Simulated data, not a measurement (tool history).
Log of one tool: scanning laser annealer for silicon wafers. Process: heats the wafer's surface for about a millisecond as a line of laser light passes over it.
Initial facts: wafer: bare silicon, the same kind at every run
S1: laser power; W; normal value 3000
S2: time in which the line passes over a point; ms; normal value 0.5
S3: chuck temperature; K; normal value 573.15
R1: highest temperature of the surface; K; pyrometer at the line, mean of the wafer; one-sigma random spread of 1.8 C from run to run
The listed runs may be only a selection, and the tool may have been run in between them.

Run 1, day 0: usual settings. Result: R1 1320.15 K.
Run 2, day 0.4: usual settings. Result: R1 1322.15 K.
Run 3, day 1.171: usual settings. Result: R1 1321.15 K.
Run 4, day 1.938: usual settings but S2 0.391 ms. Result: R1 1241.15 K.
Run 5, day 2.575: usual settings but S2 0.391 ms. Result: R1 1243.15 K.
Run 6, day 3.3: usual settings but S1 2651 W. Result: R1 1233.15 K.
Run 7, day 3.983: usual settings but S1 2651 W. Result: R1 1233.15 K.
Run 8, day 4.488: usual settings but S1 2651 W. Result: R1 1232.15 K.
Run 9, day 5.008: usual settings but S1 2651 W. Result: R1 1230.15 K.
Run 10, day 5.362: usual settings but S1 2651 W. Result: R1 1231.15 K.
Run 11, day 5.779: usual settings but S3 552.15 K. Result: R1 1298.15 K.
Run 12, day 6.146: usual settings. Result: R1 1314.15 K.
Run 13, day 6.796: usual settings. Result: R1 1316.15 K.
Run 14, day 7.488: usual settings. Result: R1 1314.15 K.
Run 15, day 7.958: usual settings. Result: R1 1315.15 K.
Run 16, day 8.479: usual settings. Result: R1 1311.15 K.
Run 17, day 8.871: usual settings. Result: R1 1309.15 K.
Run 18, day 9.658: usual settings but S1 3051 W. Result: R1 1323.15 K.
Run 19, day 10.112: usual settings but S1 3051 W. Result: R1 1320.15 K.
Run 20, day 10.467: usual settings but S1 3051 W, S2 0.362 ms. Result: R1 1223.15 K.
Run 21, day 11.217: usual settings but S1 2679 W, S2 0.576 ms, S3 568.15 K. Result: R1 1271.15 K.
At day 11.742: optics aligned, line set to its width.
Run 22, day 12.021: usual settings but S1 3187 W, S2 0.576 ms, S3 568.15 K. Result: R1 1421.15 K.
At day 12.662: window over the wafer cleaned.
Run 23, day 12.717: usual settings but S1 3187 W, S2 0.576 ms, S3 568.15 K. Result: R1 1443.15 K.
Run 24, day 13.375: usual settings but S1 3187 W, S2 0.508 ms, S3 568.15 K. Result: R1 1393.15 K.
Run 25, day 13.788: usual settings but S2 0.439 ms, S3 590.15 K. Result: R1 1320.15 K.
Run 26, day 14.425: usual settings but S2 0.442 ms, S3 608.15 K. Result: R1 1339.15 K.
Run 27, day 15.029: usual settings but S2 0.442 ms, S3 608.15 K. Result: R1 1338.15 K.
Run 28, day 15.575: usual settings but S2 0.442 ms, S3 608.15 K. Result: R1 1337.15 K.
Run 29, day 16.012: usual settings but S2 0.487 ms, S3 559.15 K. Result: R1 1322.15 K.
Run 30, day 16.833: usual settings but S2 0.487 ms, S3 559.15 K. Result: R1 1317.15 K.
Run 31, day 17.258: usual settings but S2 0.487 ms, S3 559.15 K. Result: R1 1316.15 K.
Run 32, day 17.729: usual settings but S2 0.487 ms, S3 559.15 K. Result: R1 1317.15 K.
Run 33, day 18.258: usual settings but S2 0.392 ms. Result: R1 1266.15 K.
Run 34, day 18.833: usual settings but S1 2736 W. Result: R1 1277.15 K.
Run 35, day 19.371: usual settings but S1 2736 W. Result: R1 1272.15 K.
Run 36, day 20.179: usual settings but S1 2736 W. Result: R1 1271.15 K.
Run 37, day 20.621: usual settings but S1 2736 W. Result: R1 1272.15 K.
Run 38, day 21.45: usual settings but S1 2626 W. Result: R1 1245.15 K.
Run 39, day 22.05: usual settings but S1 2626 W. Result: R1 1240.15 K.
Run 40, day 22.45: usual settings but S1 3097 W, S2 0.479 ms, S3 608.15 K. Result: R1 1378.15 K.

For some of the steps in R1 from one run to the next: how much would appear even if the tool had no hidden state, given the settings, what came in and random variation, and how much remains for the hidden state plus any gauge scatter that the measured result and the result without hidden state don't share?
The tool's hidden condition here consists of: light that passes the window, % of a clean one's; laser's true power over the reading, %; width of the line over the set one, %; drift of the gauge itself on peak_c, C.
Run 10 -> 11: S1 2651 -> 3000, S3 573.15 -> 552.15. R1 +67 K: hidden state -4, all else +71.
Run 19 -> 20: S2 0.5 -> 0.362. R1 -97 K: hidden state +4, all else -101.
Run 21 -> 22: S1 2679 -> 3187, optics aligned, line set to its width. R1 +150 K: hidden state +13, all else +137.
Run 22 -> 23: window over the wafer cleaned. R1 +22 K: hidden state +21, all else +1.
Run 39 -> 40: S1 2626 -> 3097, S2 0.5 -> 0.479, S3 573.15 -> 608.15. R1 +138 K: hidden state -2, all else +140.

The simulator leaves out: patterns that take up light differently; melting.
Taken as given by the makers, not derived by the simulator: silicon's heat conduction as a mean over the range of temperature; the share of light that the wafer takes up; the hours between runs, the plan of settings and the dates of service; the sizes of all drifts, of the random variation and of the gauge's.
